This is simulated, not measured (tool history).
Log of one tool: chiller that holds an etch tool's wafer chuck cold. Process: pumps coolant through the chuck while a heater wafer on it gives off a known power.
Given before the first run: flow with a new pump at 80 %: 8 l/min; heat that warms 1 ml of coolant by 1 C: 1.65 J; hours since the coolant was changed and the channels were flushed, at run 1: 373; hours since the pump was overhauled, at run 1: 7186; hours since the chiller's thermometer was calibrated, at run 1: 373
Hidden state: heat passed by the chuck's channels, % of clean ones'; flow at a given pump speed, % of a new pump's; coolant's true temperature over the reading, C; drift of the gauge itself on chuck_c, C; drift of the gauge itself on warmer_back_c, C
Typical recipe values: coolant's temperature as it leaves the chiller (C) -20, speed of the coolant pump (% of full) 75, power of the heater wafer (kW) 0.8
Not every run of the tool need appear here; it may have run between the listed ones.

run,hour,coolant's temperature as it leaves the chiller (C),speed of the coolant pump (% of full),power of the heater wafer (kW),hours since the coolant was changed and the channels were flushed,hours since the pump was overhauled,hours since the chiller's thermometer was calibrated,chuck's temperature once it has settled (C),how much warmer the coolant comes back (C)
1,0,-20,75,0.8,373,7186,373,-10,3.85
2,94.5,-20,75,0.717,468,7281,468,-11.1,3.47
3,203.7,-20,75,0.8,577,7390,577,-10,3.79
4,368.8,-16,75,0.8,742,7555,742,-6,3.78
5,454.5,-16,75,0.8,828,7641,828,-6.1,3.81
6,593.9,-16,75,0.8,967,7780,967,-6.1,3.8
7,788.2,-16,75,0.8,1162,7975,1162,-6.2,3.8
8,893,-16,75,0.8,1266,8079,1266,-6.1,3.8
9,1008.5,-16,75,0.8,1382,8195,1382,-6,3.71
10,1131.9,-20,75,0.571,1505,8318,1505,-12.8,2.66
11,1238.1,-20,75,0.571,1612,8425,1612,-13,2.62
12,1328.1,-20,75,0.571,1702,8514,1702,-13,2.63
13,1529.4,-12,68,0.862,1903,8716,1903,-0.4,4.42
14,1693.5,-12,68,0.862,2067,8880,2067,-0.6,4.43
15,1891.8,-15,64,0.837,2265,9078,2265,-3,4.53
16,2089.3,-27,86,0.8,2463,9276,2463,-18.1,3.16
17,2300,-18,77,0.8,2673,9486,2673,-8.1,3.52
18,2390.4,-18,77,0.8,2764,9577,2764,-8.4,3.47
19,2479.6,-18,75,0.665,2853,9666,2853,-9.8,2.94
20,2622.2,-20,69,0.493,2996,9809,2996,-13.5,2.21
21,2815.9,-20,69,0.493,3189,10002,3189,-13.6,2.25

Branching from run 21: 4 alternative next runs. What would each branch give?
A,2954.6,-14,75,0.8,3328,10141,3328,?,?
B,2954.6,-20,65,0.493,3328,10141,3328,?,?
C,2954.6,-23,75,0.8,3328,10141,3328,?,?
D,2954.6,-21,69,0.508,3328,10141,3328,?,?

run,chuck's temperature once it has settled (C),how much warmer the coolant comes back (C)
A,-4,3.54
B,-13.2,2.38
C,-13.2,3.58
D,-14.3,2.36
Take away the tool's hidden state, keep each run's random variation, and the runs would have read:
run,chuck's temperature once it has settled (C),how much warmer the coolant comes back (C)
A,-4,3.88
B,-13.2,2.73
C,-13.2,3.93
D,-14.3,2.71

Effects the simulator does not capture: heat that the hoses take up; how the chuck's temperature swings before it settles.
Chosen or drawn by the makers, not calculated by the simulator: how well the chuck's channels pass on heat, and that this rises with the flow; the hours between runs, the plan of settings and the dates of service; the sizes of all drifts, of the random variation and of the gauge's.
